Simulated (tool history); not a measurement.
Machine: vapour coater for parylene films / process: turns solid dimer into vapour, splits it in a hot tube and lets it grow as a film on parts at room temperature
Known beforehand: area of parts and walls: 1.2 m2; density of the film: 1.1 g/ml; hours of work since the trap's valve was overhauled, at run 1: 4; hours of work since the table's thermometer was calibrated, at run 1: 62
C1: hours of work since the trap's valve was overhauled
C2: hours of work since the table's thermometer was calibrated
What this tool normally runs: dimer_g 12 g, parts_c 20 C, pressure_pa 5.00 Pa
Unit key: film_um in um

run 1 day=0.000 | dimer_g=12 parts_c=20 pressure_pa=5.00 | C1=4 C2=62 | film_um=4.34
run 2 day=0.750 | dimer_g=12 parts_c=20 pressure_pa=5.00 | C1=14 C2=71 | film_um=4.39
run 3 day=1.412 | dimer_g=12 parts_c=20 pressure_pa=5.00 | C1=22 C2=80 | film_um=4.37
run 4 day=2.233 | dimer_g=12 parts_c=20 pressure_pa=5.00 | C1=33 C2=90 | film_um=4.40
run 5 day=2.942 | dimer_g=12 parts_c=20 pressure_pa=5.00 | C1=42 C2=99 | film_um=4.22
run 6 day=3.317 | dimer_g=12 parts_c=20 pressure_pa=5.00 | C1=47 C2=104 | film_um=4.28
run 7 day=4.042 | dimer_g=12 parts_c=20 pressure_pa=5.00 | C1=56 C2=113 | film_um=4.38
run 8 day=4.738 | dimer_g=12 parts_c=20 pressure_pa=5.00 | C1=65 C2=122 | film_um=4.29
run 9 day=5.117 | dimer_g=12 parts_c=20 pressure_pa=5.00 | C1=70 C2=127 | film_um=4.26
run 10 day=5.938 | dimer_g=12 parts_c=20 pressure_pa=5.00 | C1=80 C2=137 | film_um=4.25
run 11 day=6.504 | dimer_g=12 parts_c=20 pressure_pa=5.00 | C1=87 C2=145 | film_um=4.25
run 12 day=6.967 | dimer_g=12 parts_c=20 pressure_pa=5.00 | C1=93 C2=151 | film_um=4.21
run 13 day=7.417 | dimer_g=12 parts_c=20 pressure_pa=5.00 | C1=99 C2=156 | film_um=4.25
run 14 day=7.904 | dimer_g=12 parts_c=20 pressure_pa=5.00 | C1=105 C2=163 | film_um=4.23
run 15 day=8.446 | dimer_g=6 parts_c=14 pressure_pa=9.25 | C1=112 C2=169 | film_um=2.36
run 16 day=9.033 | dimer_g=14 parts_c=27 pressure_pa=8.84 | C1=120 C2=177 | film_um=3.39
run 17 day=9.604 | dimer_g=7 parts_c=20 pressure_pa=6.25 | C1=127 C2=184 | film_um=2.35

Run 18 has not been measured yet. What should we expect?
run 18 day=10.229 | dimer_g=6 parts_c=12 pressure_pa=3.65 | C1=135 C2=192 | film_um=?

{"run 18": {"film_um": 2.89}}
Had the tool carried no hidden state, the very same run would have given film_um 3.07 um.
